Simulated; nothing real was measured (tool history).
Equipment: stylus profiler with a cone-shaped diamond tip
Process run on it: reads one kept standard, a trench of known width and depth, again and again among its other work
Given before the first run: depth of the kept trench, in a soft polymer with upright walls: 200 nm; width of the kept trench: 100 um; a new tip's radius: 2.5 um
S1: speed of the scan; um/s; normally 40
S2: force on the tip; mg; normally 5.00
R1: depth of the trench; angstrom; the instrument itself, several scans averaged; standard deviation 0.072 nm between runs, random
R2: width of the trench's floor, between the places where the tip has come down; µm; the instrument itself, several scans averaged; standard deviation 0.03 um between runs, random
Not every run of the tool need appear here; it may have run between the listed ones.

run   hour   S1     S2      R1     R2
  1    0.0   40   5.00  2029.7  97.74
  2   20.1   40   5.00  2027.9  97.71
  3   33.4   40   5.00  2027.6  97.73
  4   47.2   40   5.00  2029.8  97.68
  5   69.0   40   5.00  2029.0  97.67
  6   82.5   40   5.00  2027.1  97.70
  7   94.4   40   5.00  2027.2  97.70
  8  115.8   40   5.00  2027.2  97.72
  9  128.2   23   5.00  2028.0  97.76
 10  146.0   40   5.00  2027.5  97.67
 11  164.7   40   5.00  2028.3  97.65
 12  174.7   40  14.72  2060.6  97.74
 13  194.8   40  14.72  2060.3  97.72
 14  217.6   40  14.72  2060.3  97.73
 15  232.3   40  14.72  2059.8  97.70
 16  253.0   40   5.00  2027.4  97.63
 17  271.5   40  11.62  2051.0  97.65
 18  292.4   40  11.62  2051.2  97.67
 19  306.0   40   3.65  2021.5  97.58
 20  329.6   40   3.65  2020.8  97.52
 21  341.2   40   3.65  2021.3  97.53
 22  356.8   40   3.65  2021.5  97.54
 23  376.0   10   1.86  2011.8  97.69
 24  387.6   10   1.86  2011.5  97.66
 25  402.4   40   3.65  2020.5  97.53
 26  415.5   40   3.65  2021.9  97.58
 27  428.2  149   2.00  2013.4  96.87
 28  440.2   20  10.89  2048.2  97.69
 29  462.3   20  10.89  2048.5  97.61
 30  481.8   20  10.89  2046.5  97.68
 31  502.5   26   5.00  2025.5  97.57
 32  525.4   21   4.23  2022.5  97.57
 33  545.9   21   4.23  2024.4  97.64
 34  561.5   35  14.44  2059.4  97.60
 35  583.6   18   2.80  2015.1  97.58

What does the tool deliver on the next run?
 36  597.3  42  8.64   ?   ?

R1: 2039.4 angstrom
R2: 97.53 µm
Were there no unlogged condition in the tool, this run, its random variation unchanged, would have produced R1 2044.6 angstrom, R2 97.92 µm.

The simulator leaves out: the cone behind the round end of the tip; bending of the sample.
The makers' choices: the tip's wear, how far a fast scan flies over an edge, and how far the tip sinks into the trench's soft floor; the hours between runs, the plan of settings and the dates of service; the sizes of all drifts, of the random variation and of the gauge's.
